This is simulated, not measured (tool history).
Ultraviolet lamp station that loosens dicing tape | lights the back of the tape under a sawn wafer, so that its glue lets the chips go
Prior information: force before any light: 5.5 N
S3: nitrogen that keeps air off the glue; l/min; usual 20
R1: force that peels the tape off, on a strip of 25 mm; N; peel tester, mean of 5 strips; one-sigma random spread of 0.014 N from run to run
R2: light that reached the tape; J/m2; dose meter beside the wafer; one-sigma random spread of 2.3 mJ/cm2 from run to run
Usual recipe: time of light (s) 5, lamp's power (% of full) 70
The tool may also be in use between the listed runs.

{"run": 1, "hour": 0.0, "time of light (s)": 5, "lamp's power (% of full)": 70, "S3": 20, "R1": 0.799, "R2": 1850}
{"run": 2, "hour": 29.7, "time of light (s)": 5, "lamp's power (% of full)": 70, "S3": 36, "R1": 0.595, "R2": 1900}
{"run": 3, "hour": 59.0, "time of light (s)": 5, "lamp's power (% of full)": 70, "S3": 36, "R1": 0.6, "R2": 1830}
{"run": 4, "hour": 79.6, "time of light (s)": 5, "lamp's power (% of full)": 70, "S3": 36, "R1": 0.623, "R2": 1850}
{"run": 5, "hour": 101.8, "time of light (s)": 5, "lamp's power (% of full)": 70, "S3": 36, "R1": 0.638, "R2": 1820}
{"run": 6, "hour": 124.7, "time of light (s)": 5, "lamp's power (% of full)": 70, "S3": 36, "R1": 0.605, "R2": 1790}
{"run": 7, "hour": 169.9, "time of light (s)": 9, "lamp's power (% of full)": 88, "S3": 36, "R1": 0.189, "R2": 4050}
{"run": 8, "hour": 218.9, "time of light (s)": 7, "lamp's power (% of full)": 70, "S3": 35, "R1": 0.372, "R2": 2430}
{"run": 9, "hour": 240.9, "time of light (s)": 5, "lamp's power (% of full)": 74, "S3": 15, "R1": 1.073, "R2": 1850}
{"run": 10, "hour": 285.0, "time of light (s)": 6, "lamp's power (% of full)": 66, "S3": 20, "R1": 0.779, "R2": 1910}
{"run": 11, "hour": 323.7, "time of light (s)": 6, "lamp's power (% of full)": 66, "S3": 20, "R1": 0.812, "R2": 1920}

Consider 5 possible next runs. They are alternatives, not a sequence: every one starts from the tool as it was left by run 11. What does each give?
{"run": "A", "hour": 369.6, "time of light (s)": 5, "lamp's power (% of full)": 70, "S3": 25, "R1": "?", "R2": "?"}
{"run": "B", "hour": 369.6, "time of light (s)": 6, "lamp's power (% of full)": 93, "S3": 7, "R1": "?", "R2": "?"}
{"run": "C", "hour": 369.6, "time of light (s)": 5, "lamp's power (% of full)": 79, "S3": 20, "R1": "?", "R2": "?"}
{"run": "D", "hour": 369.6, "time of light (s)": 6, "lamp's power (% of full)": 71, "S3": 7, "R1": "?", "R2": "?"}
{"run": "E", "hour": 369.6, "time of light (s)": 6, "lamp's power (% of full)": 93, "S3": 26, "R1": "?", "R2": "?"}

run=A R1=0.85 R2=1680
run=B R1=0.994 R2=2660
run=C R1=0.81 R2=1880
run=D R1=1.397 R2=2030
run=E R1=0.384 R2=2660
The same runs, with their run-to-run variation unchanged, on a tool lacking any hidden condition would have given:
run=A R1=0.532 R2=2190
run=B R1=0.632 R2=3470
run=C R1=0.507 R2=2450
run=D R1=0.959 R2=2650
run=E R1=0.25 R2=3470
